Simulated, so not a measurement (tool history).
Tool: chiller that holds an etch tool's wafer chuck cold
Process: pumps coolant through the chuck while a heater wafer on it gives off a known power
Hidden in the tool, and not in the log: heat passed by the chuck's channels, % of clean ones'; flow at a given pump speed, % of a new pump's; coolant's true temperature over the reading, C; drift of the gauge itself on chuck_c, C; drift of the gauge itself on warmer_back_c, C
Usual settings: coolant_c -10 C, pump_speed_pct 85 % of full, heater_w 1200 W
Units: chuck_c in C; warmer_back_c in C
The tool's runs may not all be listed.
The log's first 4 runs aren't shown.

run,day,coolant_c,pump_speed_pct,heater_w,hours since the coolant was changed and the channels were flushed,hours since the pump was overhauled,hours since the chiller's thermometer was calibrated,chuck_c,warmer_back_c
5,4.154,-10,85,1200,5037,1290,5333,2.5,3.15
# day 4.867: chiller's thermometer calibrated
6,5.304,-10,85,1200,5063,1317,10,2.5,3.12
7,6.546,-3,85,1200,5093,1346,40,9.1,3.22
8,8.358,-18,85,1200,5137,1390,84,-5.8,3.17
9,9.196,-18,85,1200,5157,1410,104,-5.8,3.19
10,10.942,-18,85,1200,5199,1452,146,-5.9,3.2
11,11.917,-18,85,1200,5222,1475,169,-5.8,3.15
12,12.833,-18,85,1200,5244,1497,191,-5.8,3.17
13,13.783,-18,85,1200,5267,1520,214,-5.8,3.15
14,15.546,-18,85,1200,5309,1562,256,-5.7,3.17
15,16.942,-18,80,1200,5343,1596,290,-5.3,3.36
16,18.008,-10,62,1200,5368,1622,315,5.5,4.32
17,18.904,-10,85,669,5390,1643,337,-3.1,1.75
18,19.654,-10,85,669,5408,1661,355,-3,1.78
19,21.071,-12,81,1576,5442,1695,389,4.8,4.36
20,22.875,-13,67,630,5485,1738,432,-5.2,2.13
21,23.771,-1,94,694,5506,1760,454,5.6,1.67
22,24.638,-6,97,1451,5527,1781,474,7.3,3.34
23,25.679,-6,97,1451,5552,1806,499,7.5,3.35
24,26.621,-19,68,1059,5575,1828,522,-6,3.53

The next listed run, before its measurement:
25,27.758,-2,60,818,5602,1856,549,?,?

Run 25 gave chuck_c 8.9 C, warmer_back_c 3.09 C.
Without the tool's hidden state the same run would have given chuck_c 7.8 C, warmer_back_c 3.04 C.
